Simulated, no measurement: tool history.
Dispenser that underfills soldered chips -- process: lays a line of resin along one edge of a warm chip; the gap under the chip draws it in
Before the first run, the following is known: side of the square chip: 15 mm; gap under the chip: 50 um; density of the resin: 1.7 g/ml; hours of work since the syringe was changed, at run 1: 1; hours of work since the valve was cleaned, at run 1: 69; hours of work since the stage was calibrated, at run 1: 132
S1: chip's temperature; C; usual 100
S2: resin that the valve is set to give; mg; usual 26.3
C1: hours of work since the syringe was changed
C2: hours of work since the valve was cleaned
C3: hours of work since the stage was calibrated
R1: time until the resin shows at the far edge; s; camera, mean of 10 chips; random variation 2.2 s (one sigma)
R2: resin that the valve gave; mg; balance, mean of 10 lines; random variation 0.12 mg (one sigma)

run	day	S1	S2	C1	C2	C3	R1	R2
1	0.000	100	26.3	1	69	132	227.8	24.74
2	0.083	100	26.3	2	71	133	243.1	24.62
3	0.171	114	26.3	4	72	135	140.9	24.68
4	0.346	114	26.3	7	75	138	160.0	24.49
# day 0.375: new syringe of resin
5	0.450	114	26.3	1	77	139	132.0	24.50
6	0.583	101	26.3	4	79	142	246.4	24.54
7	0.692	101	26.3	6	81	144	272.4	24.29
# day 0.792: new syringe of resin
8	0.858	101	26.3	1	84	147	231.1	24.46
9	1.033	101	27.9	4	87	150	251.4	25.76
# day 1.212: new syringe of resin
10	1.225	101	27.9	0	90	153	217.2	25.67
11	1.321	101	27.9	2	92	155	226.7	25.55
12	1.492	101	27.9	5	95	158	257.3	25.47
# day 1.625: new syringe of resin
13	1.704	101	27.9	1	99	161	224.3	25.39
14	1.850	98	26.3	4	102	164	291.9	23.93
# day 2.042: new syringe of resin
15	2.058	100	31.4	0	105	168	212.9	28.77
16	2.212	100	31.4	3	108	170	238.7	28.58
17	2.358	100	31.4	6	111	173	259.1	28.43
# day 2.467: new syringe of resin
18	2.471	95	26.8	0	112	175	282.0	24.39
# day 2.546: dispensing valve cleaned and set on the balance
19	2.708	95	26.8	4	3	178	307.5	26.79
20	2.888	100	31.3	7	6	182	277.5	31.07
# day 2.929: new syringe of resin
21	3.079	89	34.1	3	9	185	382.7	34.08
22	3.171	89	34.2	4	11	186	404.9	33.84
23	3.275	108	25.1	6	13	188	199.3	24.90
# day 3.346: new syringe of resin
24	3.425	108	25.1	1	15	191	172.7	24.77
25	3.529	103	34.2	3	17	193	216.3	33.89
26	3.638	91	33.5	5	19	195	394.0	32.96
# day 3.767: new syringe of resin
27	3.854	91	33.5	2	23	198	337.8	32.86
28	3.962	111	26.3	3	25	200	158.4	25.90

5 options for the next run, each taken on its own from the tool as it stands now. Forecast them:
A	4.158	89	31.1	7	28	204	?	?
B	4.158	101	25.5	7	28	204	?	?
C	4.158	111	31.3	7	28	204	?	?
D	4.158	112	31.7	7	28	204	?	?
E	4.158	108	24.9	7	28	204	?	?

run	R1	R2
A	461.4	30.52
B	283.0	24.76
C	176.8	30.37
D	166.8	30.75
E	209.6	24.35
What these runs would have given with no unlogged condition in the tool:
run	R1	R2
A	344.2	31.27
B	210.7	25.37
C	132.4	31.12
D	124.9	31.51
E	156.2	24.95
